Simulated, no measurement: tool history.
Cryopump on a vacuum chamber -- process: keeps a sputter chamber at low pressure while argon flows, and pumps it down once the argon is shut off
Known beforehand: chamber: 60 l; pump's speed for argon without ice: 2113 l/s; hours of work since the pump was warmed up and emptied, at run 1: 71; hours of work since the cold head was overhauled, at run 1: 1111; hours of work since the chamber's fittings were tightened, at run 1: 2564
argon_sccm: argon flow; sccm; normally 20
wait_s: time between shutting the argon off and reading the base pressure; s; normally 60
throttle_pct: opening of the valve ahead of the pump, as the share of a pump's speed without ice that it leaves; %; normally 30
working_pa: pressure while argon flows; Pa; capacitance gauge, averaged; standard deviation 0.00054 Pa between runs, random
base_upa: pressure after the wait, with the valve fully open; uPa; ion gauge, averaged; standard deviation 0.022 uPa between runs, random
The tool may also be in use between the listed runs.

run	day	argon_sccm	wait_s	throttle_pct	hours of work since the pump was warmed up and emptied	hours of work since the cold head was overhauled	hours of work since the chamber's fittings were tightened	working_pa	base_upa
1	0.000	20	60	30	71	1111	2564	0.0550	1.61
2	1.454	20	60	30	99	1138	2591	0.0549	1.64
3	3.046	11	60	30	129	1168	2621	0.0298	1.70
4	4.133	11	60	30	149	1189	2642	0.0302	1.68
5	5.508	20	60	30	175	1215	2668	0.0566	1.71
6	7.067	20	60	19	205	1244	2697	0.0863	1.86
7	8.217	20	60	19	226	1266	2719	0.0868	1.81
8	9.492	20	60	19	250	1290	2743	0.0887	1.91
9	11.375	20	60	19	286	1325	2778	0.0881	1.97
10	12.300	20	60	30	303	1343	2796	0.0573	1.94
11	13.783	20	60	23	331	1371	2824	0.0752	2.01
12	15.767	20	60	23	369	1408	2861	0.0744	2.11
13	17.142	38	159	59	394	1434	2887	0.0649	1.82
14	18.379	12	187	43	418	1457	2910	0.0267	1.82
15	19.458	12	187	43	438	1478	2931	0.0267	1.87
16	21.496	20	67	30	477	1516	2969	0.0617	2.22
# day 22.158: pump warmed up, emptied and cooled again
17	22.817	33	101	24	12	1537	2990	0.1104	1.56
18	24.479	10	214	18	44	1568	3021	0.0451	1.43
19	26.154	38	85	30	75	1600	3053	0.1025	1.64
20	27.450	38	85	30	100	1624	3077	0.1047	1.75
# day 27.708: leaking fittings of the chamber tightened, without venting
21	29.658	12	23	31	140	1664	37	0.0325	1.45
22	30.933	12	23	31	164	1688	61	0.0324	1.46
23	32.900	12	23	31	201	1726	98	0.0319	1.50
24	34.529	12	23	31	232	1756	129	0.0327	1.53

Each row is a separate what-if for the run after 24, all from the same tool condition, not one after another. Results?
A	35.758	20	145	30	255	1779	152	?	?
B	35.758	20	57	30	255	1779	152	?	?
C	35.758	12	64	51	255	1779	152	?	?
D	35.758	10	60	27	255	1779	152	?	?
E	35.758	12	23	20	255	1779	152	?	?

run	working_pa	base_upa
A	0.0577	0.45
B	0.0568	0.78
C	0.0212	0.71
D	0.0309	0.76
E	0.0501	1.49
Stripped of hidden state, with their random variation kept, the same runs would have yielded:
run	working_pa	base_upa
A	0.0540	0.35
B	0.0532	0.67
C	0.0190	0.61
D	0.0290	0.65
E	0.0479	1.38
